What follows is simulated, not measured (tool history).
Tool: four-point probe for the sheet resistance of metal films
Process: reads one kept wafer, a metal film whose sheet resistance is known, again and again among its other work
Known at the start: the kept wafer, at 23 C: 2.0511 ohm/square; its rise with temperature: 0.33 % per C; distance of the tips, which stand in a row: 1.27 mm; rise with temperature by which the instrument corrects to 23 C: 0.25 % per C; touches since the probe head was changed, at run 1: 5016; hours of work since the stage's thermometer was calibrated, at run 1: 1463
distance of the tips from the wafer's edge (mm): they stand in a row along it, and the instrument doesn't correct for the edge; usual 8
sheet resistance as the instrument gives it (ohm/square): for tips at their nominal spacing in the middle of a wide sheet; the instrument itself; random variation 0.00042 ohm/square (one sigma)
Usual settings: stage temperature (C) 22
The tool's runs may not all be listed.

run,hour,stage temperature (C),distance of the tips from the wafer's edge (mm),touches since the probe head was changed,hours of work since the stage's thermometer was calibrated,sheet resistance as the instrument gives it (ohm/square)
1,0,22,8,5016,1463,2.070063
2,55.6,22,49,6032,1490,2.043631
3,92.2,22,49,6702,1508,2.042793
4,127,22,49,7339,1525,2.042456
5,171.1,29,49,8146,1547,2.053832
6,228.4,29,49,9193,1575,2.052746
7,286.3,29,49,10254,1603,2.053552
8,337.2,29,49,11185,1628,2.052546
9,386,29,49,12078,1652,2.052515
# hour 408.3: stage's thermometer calibrated
10,432,29,49,12909,12,2.051589
11,508.8,29,49,14314,49,2.051571
# hour 543: stage's thermometer calibrated, once more
12,583.6,19,30,15674,20,2.039382
13,634.3,19,30,16601,45,2.039267

Run 14 comes next. What will it give?
14,689.7,19,30,17615,72,?

Run 14 gave sheet resistance as the instrument gives it (ohm/square) 2.039305.
Without the tool's hidden state the same run would have given sheet resistance as the instrument gives it (ohm/square) 2.047484.
